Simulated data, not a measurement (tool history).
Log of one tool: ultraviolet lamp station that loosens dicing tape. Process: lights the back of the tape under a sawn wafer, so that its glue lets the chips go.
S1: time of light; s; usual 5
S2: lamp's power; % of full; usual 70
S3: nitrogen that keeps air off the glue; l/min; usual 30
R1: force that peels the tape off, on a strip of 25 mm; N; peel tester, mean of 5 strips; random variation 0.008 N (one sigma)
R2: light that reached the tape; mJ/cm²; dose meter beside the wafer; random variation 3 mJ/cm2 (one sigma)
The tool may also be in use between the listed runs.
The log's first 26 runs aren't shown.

{"hour": 1694.0, "done": "lamp changed"}
{"run": 27, "hour": 1727.8, "S1": 5, "S2": 63, "S3": 29, "R1": 0.46, "R2": 375}
{"run": 28, "hour": 1821.1, "S1": 5, "S2": 63, "S3": 29, "R1": 0.468, "R2": 359}
{"run": 29, "hour": 1881.7, "S1": 5, "S2": 63, "S3": 29, "R1": 0.513, "R2": 354}
{"run": 30, "hour": 1939.1, "S1": 5, "S2": 68, "S3": 29, "R1": 0.458, "R2": 369}
{"run": 31, "hour": 2014.7, "S1": 2, "S2": 67, "S3": 29, "R1": 1.664, "R2": 142}
{"hour": 2048.1, "done": "window cleaned of glue's vapour"}
{"run": 32, "hour": 2071.4, "S1": 4, "S2": 65, "S3": 57, "R1": 0.541, "R2": 286}
{"run": 33, "hour": 2128.1, "S1": 5, "S2": 78, "S3": 29, "R1": 0.341, "R2": 424}
{"run": 34, "hour": 2196.2, "S1": 5, "S2": 70, "S3": 35, "R1": 0.38, "R2": 375}
{"run": 35, "hour": 2255.6, "S1": 5, "S2": 76, "S3": 30, "R1": 0.403, "R2": 397}
{"run": 36, "hour": 2314.7, "S1": 5, "S2": 76, "S3": 30, "R1": 0.416, "R2": 388}
{"run": 37, "hour": 2380.7, "S1": 5, "S2": 76, "S3": 30, "R1": 0.422, "R2": 378}
{"run": 38, "hour": 2437.7, "S1": 9, "S2": 79, "S3": 37, "R1": 0.106, "R2": 693}
{"run": 39, "hour": 2532.0, "S1": 9, "S2": 81, "S3": 37, "R1": 0.109, "R2": 679}
{"run": 40, "hour": 2570.9, "S1": 9, "S2": 69, "S3": 10, "R1": 0.424, "R2": 566}
{"run": 41, "hour": 2662.4, "S1": 4, "S2": 71, "S3": 11, "R1": 1.313, "R2": 251}
{"run": 42, "hour": 2719.5, "S1": 4, "S2": 73, "S3": 27, "R1": 0.919, "R2": 249}

5 ways to go on from here, each from the tool as it stands after run 42. What would each give?
{"hour": 2787.9, "done": "window cleaned of glue's vapour"}
{"run": "A", "hour": 2813.8, "S1": 6, "S2": 73, "S3": 27, "R1": "?", "R2": "?"}
{"hour": 2787.9, "done": "window cleaned of glue's vapour"}
{"run": "B", "hour": 2813.8, "S1": 5, "S2": 64, "S3": 14, "R1": "?", "R2": "?"}
{"hour": 2787.9, "done": "window cleaned of glue's vapour"}
{"run": "C", "hour": 2813.8, "S1": 5, "S2": 73, "S3": 25, "R1": "?", "R2": "?"}
{"hour": 2787.9, "done": "window cleaned of glue's vapour"}
{"run": "D", "hour": 2813.8, "S1": 2, "S2": 81, "S3": 27, "R1": "?", "R2": "?"}
{"hour": 2787.9, "done": "window cleaned of glue's vapour"}
{"run": "E", "hour": 2813.8, "S1": 2, "S2": 73, "S3": 50, "R1": "?", "R2": "?"}

run=A R1=0.449 R2=384
run=B R1=1.034 R2=285
run=C R1=0.661 R2=320
run=D R1=1.704 R2=143
run=E R1=1.546 R2=128
Without the tool's hidden state the same runs would have given:
run=A R1=0.207 R2=552
run=B R1=0.608 R2=408
run=C R1=0.329 R2=460
run=D R1=1.201 R2=204
run=E R1=1.060 R2=183

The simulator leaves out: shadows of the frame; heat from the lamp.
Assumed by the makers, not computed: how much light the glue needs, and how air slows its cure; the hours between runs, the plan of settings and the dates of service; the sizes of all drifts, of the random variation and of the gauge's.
